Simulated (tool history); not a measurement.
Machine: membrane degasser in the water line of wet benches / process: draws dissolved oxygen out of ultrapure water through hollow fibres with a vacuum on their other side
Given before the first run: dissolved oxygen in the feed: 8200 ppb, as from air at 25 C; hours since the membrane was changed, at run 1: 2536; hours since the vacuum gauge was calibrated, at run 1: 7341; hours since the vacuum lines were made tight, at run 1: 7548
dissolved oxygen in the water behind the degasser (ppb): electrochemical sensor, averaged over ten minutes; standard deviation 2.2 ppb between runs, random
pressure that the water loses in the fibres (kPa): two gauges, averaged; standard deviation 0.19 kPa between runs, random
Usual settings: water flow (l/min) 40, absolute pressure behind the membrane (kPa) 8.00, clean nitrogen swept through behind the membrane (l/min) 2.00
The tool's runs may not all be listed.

| run | day | water flow (l/min) | absolute pressure behind the membrane (kPa) | clean nitrogen swept through behind the membrane (l/min) | hours since the membrane was changed | hours since the vacuum gauge was calibrated | hours since the vacuum lines were made tight | dissolved oxygen in the water behind the degasser (ppb) | pressure that the water loses in the fibres (kPa) |
|---|---|---|---|---|---|---|---|---|---|
| 1 | 0.000 | 40 | 8.00 | 2.00 | 2536 | 7341 | 7548 | 230.1 | 40.16 |
|  | 1.388 | seals of the vacuum lines changed |
| 2 | 3.092 | 40 | 6.87 | 2.00 | 2608 | 7413 | 41 | 180.8 | 39.75 |
| 3 | 5.262 | 40 | 8.00 | 2.00 | 2661 | 7466 | 93 | 227.1 | 40.25 |
| 4 | 7.975 | 40 | 8.00 | 2.00 | 2726 | 7531 | 158 | 224.5 | 40.02 |
| 5 | 10.275 | 40 | 8.00 | 2.00 | 2781 | 7586 | 213 | 227.9 | 40.11 |
| 6 | 12.062 | 40 | 5.66 | 2.00 | 2824 | 7629 | 256 | 127.0 | 40.36 |
|  | 13.021 | vacuum gauge calibrated |
| 7 | 15.317 | 35 | 8.00 | 2.00 | 2901 | 55 | 334 | 192.7 | 34.90 |
| 8 | 19.046 | 35 | 8.00 | 2.00 | 2991 | 145 | 423 | 192.6 | 34.78 |
| 9 | 21.412 | 53 | 8.00 | 2.00 | 3048 | 201 | 480 | 290.8 | 52.98 |
| 10 | 23.342 | 53 | 8.00 | 4.21 | 3094 | 248 | 526 | 161.4 | 53.29 |
| 11 | 26.242 | 31 | 12.97 | 5.80 | 3164 | 317 | 596 | 130.5 | 30.89 |
| 12 | 28.600 | 31 | 12.97 | 5.80 | 3220 | 374 | 653 | 133.6 | 30.95 |
| 13 | 32.008 | 26 | 8.74 | 2.00 | 3302 | 456 | 734 | 168.1 | 25.68 |
| 14 | 35.183 | 26 | 8.74 | 2.00 | 3378 | 532 | 811 | 167.5 | 26.16 |
| 15 | 37.038 | 36 | 18.09 | 1.28 | 3423 | 576 | 855 | 810.9 | 36.04 |

Run 16 is up next; what results do you expect?
| 16 | 38.758 | 38 | 15.49 | 0.85 | 3464 | 618 | 896 | ? | ? |

Run 16 yielded dissolved oxygen in the water behind the degasser (ppb) 975.4, pressure that the water loses in the fibres (kPa) 38.15.
If the tool had no hidden condition, the same run with the same run-to-run variation would have returned dissolved oxygen in the water behind the degasser (ppb) 977.3, pressure that the water loses in the fibres (kPa) 37.29.
